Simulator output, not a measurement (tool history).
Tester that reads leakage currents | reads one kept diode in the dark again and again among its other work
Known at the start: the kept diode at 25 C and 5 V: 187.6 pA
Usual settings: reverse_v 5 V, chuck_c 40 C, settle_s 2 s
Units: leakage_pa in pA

run 1 hour=0 | reverse_v=5 chuck_c=40 settle_s=2 | leakage_pa=633.53
run 2 hour=135.6 | reverse_v=6.57 chuck_c=40 settle_s=2 | leakage_pa=740.18
run 3 hour=300.3 | reverse_v=5 chuck_c=40 settle_s=2 | leakage_pa=632.43
-- hour=318.6 chuck's temperature calibrated
run 4 hour=456.3 | reverse_v=5 chuck_c=40 settle_s=2 | leakage_pa=634.44
run 5 hour=531.3 | reverse_v=5 chuck_c=40 settle_s=2 | leakage_pa=628.71
run 6 hour=637.8 | reverse_v=5 chuck_c=29 settle_s=2 | leakage_pa=262.87
run 7 hour=808.4 | reverse_v=1.74 chuck_c=40 settle_s=2 | leakage_pa=347.59
run 8 hour=901.8 | reverse_v=1.74 chuck_c=40 settle_s=3.27 | leakage_pa=346.99
run 9 hour=1059.6 | reverse_v=6.17 chuck_c=40 settle_s=2 | leakage_pa=712.58
-- hour=1077.7 probe card cleaned and baked
run 10 hour=1189.7 | reverse_v=6.17 chuck_c=40 settle_s=2 | leakage_pa=710.08
run 11 hour=1273.3 | reverse_v=6.17 chuck_c=40 settle_s=2 | leakage_pa=712.48
run 12 hour=1357.6 | reverse_v=6.17 chuck_c=40 settle_s=2 | leakage_pa=711.57
run 13 hour=1462.7 | reverse_v=6.17 chuck_c=40 settle_s=2 | leakage_pa=712.52
run 14 hour=1552.1 | reverse_v=1.8 chuck_c=40 settle_s=2 | leakage_pa=351.33
run 15 hour=1727.8 | reverse_v=11.69 chuck_c=40 settle_s=9.38 | leakage_pa=1024.03
run 16 hour=1870.3 | reverse_v=16.38 chuck_c=29 settle_s=2 | leakage_pa=519.55
run 17 hour=1965.8 | reverse_v=15.4 chuck_c=40 settle_s=1.66 | leakage_pa=1196.46
run 18 hour=2052.1 | reverse_v=2.97 chuck_c=31 settle_s=9.09 | leakage_pa=231.14
run 19 hour=2202.5 | reverse_v=2.97 chuck_c=31 settle_s=9.09 | leakage_pa=230.64
run 20 hour=2296.7 | reverse_v=3.81 chuck_c=48 settle_s=0.82 | leakage_pa=991.22
run 21 hour=2420.7 | reverse_v=3.81 chuck_c=48 settle_s=0.82 | leakage_pa=986.31

3 ways to go on from here, each from the tool as it stands after run 21. What would each give?
run A hour=2582 | reverse_v=1.14 chuck_c=49 settle_s=0.58 | leakage_pa=?
run B hour=2582 | reverse_v=3.81 chuck_c=23 settle_s=0.82 | leakage_pa=?
run C hour=2582 | reverse_v=5.81 chuck_c=40 settle_s=0.63 | leakage_pa=?

run=A leakage_pa=532.66
run=B leakage_pa=136.74
run=C leakage_pa=692.07
Without the tool's hidden state the same runs would have given:
run=A leakage_pa=531.84
run=B leakage_pa=136.45
run=C leakage_pa=690.88

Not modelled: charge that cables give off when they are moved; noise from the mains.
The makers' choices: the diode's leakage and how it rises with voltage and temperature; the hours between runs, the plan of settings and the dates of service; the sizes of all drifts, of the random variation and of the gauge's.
